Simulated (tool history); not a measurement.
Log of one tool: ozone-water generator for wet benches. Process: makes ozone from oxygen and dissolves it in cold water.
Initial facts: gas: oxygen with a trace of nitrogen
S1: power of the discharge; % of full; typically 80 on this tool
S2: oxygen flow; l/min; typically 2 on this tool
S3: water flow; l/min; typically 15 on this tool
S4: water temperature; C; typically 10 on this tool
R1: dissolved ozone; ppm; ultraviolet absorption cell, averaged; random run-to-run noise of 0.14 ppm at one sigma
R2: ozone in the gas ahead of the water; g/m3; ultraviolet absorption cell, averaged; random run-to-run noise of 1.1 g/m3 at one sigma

Run 1, hour 0: usual settings. Result: R1 14 ppm, R2 186.2 g/m3.
Run 2, hour 24: usual settings. Result: R1 14.1 ppm, R2 185.4 g/m3.
Run 3, hour 68.1: usual settings. Result: R1 13.9 ppm, R2 185 g/m3.
Run 4, hour 110.5: usual settings. Result: R1 14 ppm, R2 183.8 g/m3.
Run 5, hour 156.6: usual settings but S1 53 % of full. Result: R1 9.8 ppm, R2 131 g/m3.
Run 6, hour 193.7: usual settings. Result: R1 13.8 ppm, R2 186 g/m3.
Run 7, hour 220.7: usual settings. Result: R1 13.7 ppm, R2 183.9 g/m3.
Run 8, hour 243.1: usual settings. Result: R1 13.8 ppm, R2 185.1 g/m3.
Run 9, hour 284.1: usual settings. Result: R1 14 ppm, R2 182.9 g/m3.
Run 10, hour 312.3: usual settings. Result: R1 13.9 ppm, R2 183.9 g/m3.
Run 11, hour 332.5: usual settings. Result: R1 13.8 ppm, R2 185.5 g/m3.
Run 12, hour 375.6: usual settings. Result: R1 13.7 ppm, R2 182.5 g/m3.
Run 13, hour 409.2: usual settings. Result: R1 13.8 ppm, R2 183.6 g/m3.
Run 14, hour 430.9: usual settings but S3 12 l/min. Result: R1 17.3 ppm, R2 184.9 g/m3.
Run 15, hour 469.6: usual settings but S2 1.35 l/min. Result: R1 12 ppm, R2 217.4 g/m3.
Run 16, hour 490.9: usual settings but S2 1.35 l/min. Result: R1 12.1 ppm, R2 215.7 g/m3.
At hour 497.1: contactor cleaned.
Run 17, hour 536.7: usual settings but S1 55 % of full, S2 2.43 l/min, S4 12 C. Result: R1 10.1 ppm, R2 123.7 g/m3.
Run 18, hour 572.2: usual settings but S2 3.32 l/min, S4 13 C. Result: R1 15 ppm, R2 147.7 g/m3.
Run 19, hour 616.4: usual settings but S2 3.32 l/min, S4 13 C. Result: R1 14.7 ppm, R2 149.3 g/m3.
Run 20, hour 639.8: usual settings but S2 3.32 l/min, S4 13 C. Result: R1 15 ppm, R2 147 g/m3.
At hour 660.8: contactor cleaned, once more.
Run 21, hour 689.1: usual settings but S3 19 l/min. Result: R1 11.2 ppm, R2 181.4 g/m3.
Run 22, hour 722.7: usual settings but S3 19 l/min. Result: R1 11.2 ppm, R2 182.2 g/m3.
Run 23, hour 761.6: usual settings but S3 19 l/min. Result: R1 11.1 ppm, R2 181.6 g/m3.
Run 24, hour 801.1: usual settings but S1 55 % of full, S2 2.99 l/min, S3 21 l/min, S4 8 C. Result: R1 8.7 ppm, R2 113.7 g/m3.
Run 25, hour 824.1: usual settings but S1 55 % of full, S2 2.99 l/min, S3 21 l/min, S4 8 C. Result: R1 8.4 ppm, R2 113.1 g/m3.
Run 26, hour 855.1: usual settings but S1 70 % of full, S2 1.64 l/min, S3 21 l/min, S4 8 C. Result: R1 8.2 ppm, R2 179 g/m3.
Run 27, hour 881.3: usual settings but S1 91 % of full, S2 3.57 l/min, S4 11 C. Result: R1 18.4 ppm, R2 160.7 g/m3.
Run 28, hour 921.1: usual settings but S1 91 % of full, S2 3.57 l/min, S4 11 C. Result: R1 18.4 ppm, R2 159.6 g/m3.
Run 29, hour 962.1: usual settings but S1 42 % of full, S2 2.37 l/min, S4 12 C. Result: R1 8.6 ppm, R2 98.1 g/m3.
Run 30, hour 996.1: usual settings but S1 98 % of full, S2 2.37 l/min, S4 6 C. Result: R1 18.5 ppm, R2 200.5 g/m3.
Run 31, hour 1023.2: usual settings but S3 18 l/min. Result: R1 11.8 ppm, R2 183.3 g/m3.
Run 32, hour 1055.4: usual settings but S3 18 l/min. Result: R1 11.9 ppm, R2 182.3 g/m3.

Below are 4 alternative next runs, each starting from the tool's condition after run 32. Predict each:
Run A, hour 1082.3: usual settings but S1 46 % of full, S2 1.22 l/min, S3 17 l/min. Result: R1 ?, R2 ?.
Run B, hour 1082.3: usual settings but S3 18 l/min, S4 5 C. Result: R1 ?, R2 ?.
Run C, hour 1082.3: usual settings but S1 52 % of full, S4 6 C. Result: R1 ?, R2 ?.
Run D, hour 1082.3: usual settings but S2 2.38 l/min, S3 12 l/min. Result: R1 ?, R2 ?.

run    R1     R2
  A   6.5  142.4
  B  12.1    183
  C  10.1  128.4
  D    19  168.7
With no hidden state in the tool, these same runs would have given:
run    R1     R2
  A   6.8    147
  B  12.8  193.3
  C  10.6  133.2
  D  20.1  178.3
